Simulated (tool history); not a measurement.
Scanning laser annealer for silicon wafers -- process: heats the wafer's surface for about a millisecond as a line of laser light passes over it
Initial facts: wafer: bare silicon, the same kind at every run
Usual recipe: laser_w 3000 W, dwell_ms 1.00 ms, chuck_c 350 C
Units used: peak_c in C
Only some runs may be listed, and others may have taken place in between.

{"run": 1, "hour": 0.0, "laser_w": 3000, "dwell_ms": 1.0, "chuck_c": 350, "peak_c": 1137}
{"run": 2, "hour": 43.2, "laser_w": 3000, "dwell_ms": 1.0, "chuck_c": 350, "peak_c": 1136}
{"run": 3, "hour": 89.2, "laser_w": 3000, "dwell_ms": 1.0, "chuck_c": 350, "peak_c": 1135}
{"run": 4, "hour": 124.3, "laser_w": 2974, "dwell_ms": 1.0, "chuck_c": 350, "peak_c": 1125}
{"run": 5, "hour": 161.3, "laser_w": 3000, "dwell_ms": 1.0, "chuck_c": 350, "peak_c": 1134}
{"run": 6, "hour": 214.7, "laser_w": 3000, "dwell_ms": 1.0, "chuck_c": 350, "peak_c": 1130}
{"run": 7, "hour": 254.2, "laser_w": 3000, "dwell_ms": 1.0, "chuck_c": 350, "peak_c": 1130}
{"run": 8, "hour": 300.6, "laser_w": 3000, "dwell_ms": 1.0, "chuck_c": 350, "peak_c": 1128}
{"run": 9, "hour": 347.2, "laser_w": 3000, "dwell_ms": 1.0, "chuck_c": 350, "peak_c": 1128}
{"run": 10, "hour": 384.1, "laser_w": 3013, "dwell_ms": 1.0, "chuck_c": 350, "peak_c": 1127}
{"run": 11, "hour": 440.7, "laser_w": 3013, "dwell_ms": 1.0, "chuck_c": 350, "peak_c": 1127}
{"run": 12, "hour": 488.6, "laser_w": 3071, "dwell_ms": 1.0, "chuck_c": 350, "peak_c": 1141}
{"run": 13, "hour": 513.3, "laser_w": 2735, "dwell_ms": 1.0, "chuck_c": 378, "peak_c": 1086}
{"run": 14, "hour": 542.3, "laser_w": 2988, "dwell_ms": 1.08, "chuck_c": 378, "peak_c": 1175}
{"run": 15, "hour": 575.8, "laser_w": 3236, "dwell_ms": 0.81, "chuck_c": 372, "peak_c": 1119}
{"run": 16, "hour": 621.1, "laser_w": 2728, "dwell_ms": 1.0, "chuck_c": 343, "peak_c": 1047}
{"hour": 635.3, "done": "window over the wafer cleaned"}
{"run": 17, "hour": 678.6, "laser_w": 2728, "dwell_ms": 1.0, "chuck_c": 343, "peak_c": 1082}
{"run": 18, "hour": 733.6, "laser_w": 2728, "dwell_ms": 1.0, "chuck_c": 343, "peak_c": 1077}
{"run": 19, "hour": 773.3, "laser_w": 2728, "dwell_ms": 1.0, "chuck_c": 343, "peak_c": 1075}
{"run": 20, "hour": 813.8, "laser_w": 2728, "dwell_ms": 1.0, "chuck_c": 343, "peak_c": 1077}
{"run": 21, "hour": 861.3, "laser_w": 3000, "dwell_ms": 1.12, "chuck_c": 340, "peak_c": 1183}
{"run": 22, "hour": 915.6, "laser_w": 3254, "dwell_ms": 1.12, "chuck_c": 340, "peak_c": 1248}
{"run": 23, "hour": 955.3, "laser_w": 3254, "dwell_ms": 1.12, "chuck_c": 340, "peak_c": 1245}
{"run": 24, "hour": 991.0, "laser_w": 3254, "dwell_ms": 1.12, "chuck_c": 340, "peak_c": 1246}

Below are 3 alternative next runs, each starting from the tool's condition after run 24. Predict each:
{"run": "A", "hour": 1045.3, "laser_w": 3062, "dwell_ms": 1.1, "chuck_c": 379, "peak_c": "?"}
{"run": "B", "hour": 1045.3, "laser_w": 3000, "dwell_ms": 1.2, "chuck_c": 350, "peak_c": "?"}
{"run": "C", "hour": 1045.3, "laser_w": 2923, "dwell_ms": 1.12, "chuck_c": 340, "peak_c": "?"}

run=A peak_c=1225
run=B peak_c=1213
run=C peak_c=1156
What these runs would have given with no unlogged condition in the tool:
run=A peak_c=1246
run=B peak_c=1234
run=C peak_c=1176
